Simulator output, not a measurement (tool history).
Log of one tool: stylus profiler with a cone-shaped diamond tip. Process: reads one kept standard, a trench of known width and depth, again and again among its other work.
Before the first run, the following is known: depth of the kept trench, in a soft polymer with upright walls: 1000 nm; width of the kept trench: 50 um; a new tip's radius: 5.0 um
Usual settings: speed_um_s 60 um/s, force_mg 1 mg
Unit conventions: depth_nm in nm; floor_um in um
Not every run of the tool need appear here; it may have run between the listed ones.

run,hour,speed_um_s,force_mg,depth_nm,floor_um
1,0,60,1,1008.2,39.83
2,17.1,60,1,1007.93,39.73
# hour 27.6: new tip fitted, height scale calibrated
3,55.4,60,2.04,1015.21,43.57
4,75,60,1.17,1010.52,43.39
5,101.3,60,1.17,1010.26,43.14
6,119,60,1.17,1010.23,43.13
7,147.9,165,1.17,1010.22,42.36
8,183.2,165,1.17,1009.91,42.11
9,202.8,16,1.17,1009.74,42.78
10,232.2,60,1,1009.1,42.45
11,263.4,52,1,1009.01,42.25
12,287.9,107,1,1008.9,41.87
13,319.1,107,1,1008.88,41.7
14,344.5,107,1,1008.8,41.55
15,375.8,60,1,1008.69,41.66
16,408.9,127,1,1008.88,41.11
17,439.2,127,1,1008.54,41.03
18,456.4,127,1,1008.67,40.95
19,484.9,127,1,1008.54,40.78
20,509,127,1,1009.07,40.65
21,540.4,60,1,1008.51,40.89
22,561.5,60,1,1008.54,40.83
23,594.7,60,1,1008.25,40.66
24,622.9,60,1,1008.54,40.54
25,645.7,60,1,1008.6,40.41
26,672.9,54,0.34,1003.84,40.19
27,707.4,226,0.46,1004.53,38.63
28,733.8,226,0.46,1004.63,38.52
29,750.6,226,0.46,1004.1,38.49
30,772.9,69,1.48,1010.95,39.98
# hour 776.3: height scale calibrated on a step standard
31,797,220,1.34,1010.06,39.13
32,814.3,36,0.34,1003.14,39.75
33,836.7,19,0.42,1003.67,39.81
# hour 853.6: new tip fitted, height scale calibrated
34,866.4,19,0.42,1005.35,43.65
# hour 877.2: height scale calibrated on a step standard, once more
35,885.5,17,0.98,1009.88,43.61
36,914.2,17,0.98,1009.88,43.38
37,944.9,17,0.98,1009.58,43.24
38,971.5,74,1.43,1012.64,42.86
39,988.3,74,1.43,1012.57,42.78
40,1007.6,74,1.43,1012.72,42.63
41,1044.5,74,1.43,1012.18,42.44
42,1074.6,74,1.43,1012.3,42.18
43,1107.1,58,0.47,1005.94,41.96
44,1130.5,144,0.53,1006.41,41.27
45,1160.8,144,0.53,1006.37,41

Alternative continuations, all from the tool just after run 45; predict every row:
A,1192,172,1.25,?,?
B,1192,134,1.45,?,?
C,1192,81,0.71,?,?
D,1192,19,0.94,?,?
E,1192,203,2.61,?,?

run,depth_nm,floor_um
A,1011.08,41.11
B,1012.11,41.34
C,1007.63,41.42
D,1009.1,41.93
E,1017.95,41.29
Stripped of hidden state, with their random variation kept, the same runs would have yielded:
run,depth_nm,floor_um
A,1011.03,43.12
B,1012.06,43.35
C,1007.58,43.43
D,1009.06,43.94
E,1017.9,43.3
